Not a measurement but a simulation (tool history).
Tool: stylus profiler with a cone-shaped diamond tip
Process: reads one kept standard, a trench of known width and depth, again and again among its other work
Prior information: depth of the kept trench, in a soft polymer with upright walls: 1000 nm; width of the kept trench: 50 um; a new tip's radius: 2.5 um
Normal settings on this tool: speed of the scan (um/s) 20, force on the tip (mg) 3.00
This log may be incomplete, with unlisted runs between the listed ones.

run	hour	speed of the scan (um/s)	force on the tip (mg)	depth of the trench (angstrom)	width of the trench's floor (nm)
1	0.0	20	3.00	10151.2	45970
2	60.8	14	3.00	10147.0	45920
3	141.4	20	1.20	10076.8	45930
4	219.1	20	1.20	10082.3	45920
5	308.8	20	1.87	10110.4	45970
6	400.8	20	1.66	10097.2	45950
7	450.9	20	1.66	10104.2	45910
8	545.1	20	1.66	10101.5	45950
9	593.6	20	3.00	10149.4	45950
10	637.8	20	3.00	10147.4	45870
11	717.3	20	3.00	10151.0	45910
12	808.7	25	3.00	10151.0	45930
13	899.9	24	3.00	10150.9	45950
14	948.7	20	1.77	10100.2	45920
15	1020.7	20	4.87	10211.6	45940
16	1094.9	20	4.87	10205.3	45950
17	1160.1	20	4.87	10205.7	45890
18	1237.8	20	4.87	10203.4	46000
19	1331.1	20	3.00	10154.3	45970
20	1413.6	20	2.07	10112.7	45940
21	1472.7	20	1.69	10104.1	45960
22	1566.0	20	1.69	10102.0	45990
23	1609.3	20	1.69	10106.4	45920
24	1650.1	20	1.69	10102.3	45890
25	1722.1	14	5.30	10221.5	46000
26	1797.4	16	1.18	10080.0	45980
27	1889.7	25	1.57	10095.3	45820
28	1934.9	27	5.32	10219.5	45980
29	1995.7	27	1.21	10083.4	45880
30	2057.9	8	4.58	10201.4	45960
31	2104.7	29	3.00	10151.0	45940
32	2183.2	29	3.00	10153.0	45920
33	2234.7	42	1.23	10082.6	45850
34	2301.1	11	5.25	10221.5	45910
35	2355.3	13	3.00	10148.8	45940
36	2446.0	13	3.00	10149.5	45970

Forecast run 37:
37	2488.6	13	3.00	?	?

{"run 37": {"depth of the trench (angstrom)": 10146.5, "width of the trench's floor (nm)": 45920}}
Had the tool carried no hidden state, the very same run would have given depth of the trench (angstrom) 10146.2, width of the trench's floor (nm) 45940.

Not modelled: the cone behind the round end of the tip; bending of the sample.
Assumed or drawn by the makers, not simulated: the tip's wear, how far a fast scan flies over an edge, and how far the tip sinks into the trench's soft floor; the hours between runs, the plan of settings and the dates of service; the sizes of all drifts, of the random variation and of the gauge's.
